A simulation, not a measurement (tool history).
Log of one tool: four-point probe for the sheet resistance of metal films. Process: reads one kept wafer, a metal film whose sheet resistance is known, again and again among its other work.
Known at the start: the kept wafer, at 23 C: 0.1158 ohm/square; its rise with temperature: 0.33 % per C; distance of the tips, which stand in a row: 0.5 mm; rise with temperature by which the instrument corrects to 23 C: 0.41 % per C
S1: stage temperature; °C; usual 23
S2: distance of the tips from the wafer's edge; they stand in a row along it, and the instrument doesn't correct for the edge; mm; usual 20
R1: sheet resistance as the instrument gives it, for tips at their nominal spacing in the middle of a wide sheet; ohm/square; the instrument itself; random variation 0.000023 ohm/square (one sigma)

| run | hour | S1 | S2 | R1 |
|---|---|---|---|---|
| 1 | 0 | 23 | 20 | 0.116014 |
| 2 | 55.6 | 22 | 20 | 0.116117 |
| 3 | 127.9 | 20 | 20 | 0.116319 |
| 4 | 238.6 | 20 | 20 | 0.11641 |
| 5 | 325.4 | 20 | 20 | 0.116512 |
| 6 | 418.5 | 26 | 20 | 0.115976 |
| 7 | 500.4 | 23 | 20 | 0.116314 |
| 8 | 551.8 | 23 | 20 | 0.116336 |
|  | 558.5 | stage's thermometer calibrated |
| 9 | 615.1 | 23 | 20 | 0.116302 |
| 10 | 692.7 | 23 | 4 | 0.117321 |
| 11 | 743.4 | 23 | 49 | 0.116405 |
|  | 821.1 | new probe head fitted |
| 12 | 822.6 | 23 | 49 | 0.115467 |
| 13 | 909.2 | 23 | 17 | 0.115534 |
| 14 | 1019.5 | 23 | 17 | 0.115646 |
|  | 1029.2 | stage's thermometer calibrated, once more |
| 15 | 1073.4 | 34 | 74 | 0.114892 |
| 16 | 1168.2 | 34 | 74 | 0.115 |
| 17 | 1243 | 34 | 6 | 0.115475 |
| 18 | 1345.9 | 20 | 69 | 0.116324 |
| 19 | 1423.7 | 20 | 69 | 0.116322 |
| 20 | 1491.6 | 32 | 3 | 0.117032 |

Forecast each of these 3 alternatives for the next run:
| A | 1571.7 | 22 | 23 | ? |
| B | 1571.7 | 23 | 71 | ? |
| C | 1571.7 | 27 | 5 | ? |

| run | R1 |
|---|---|
| A | 0.116295 |
| B | 0.116166 |
| C | 0.116447 |
Without the tool's hidden state the same runs would have given:
| run | R1 |
|---|---|
| A | 0.115931 |
| B | 0.115802 |
| C | 0.116082 |

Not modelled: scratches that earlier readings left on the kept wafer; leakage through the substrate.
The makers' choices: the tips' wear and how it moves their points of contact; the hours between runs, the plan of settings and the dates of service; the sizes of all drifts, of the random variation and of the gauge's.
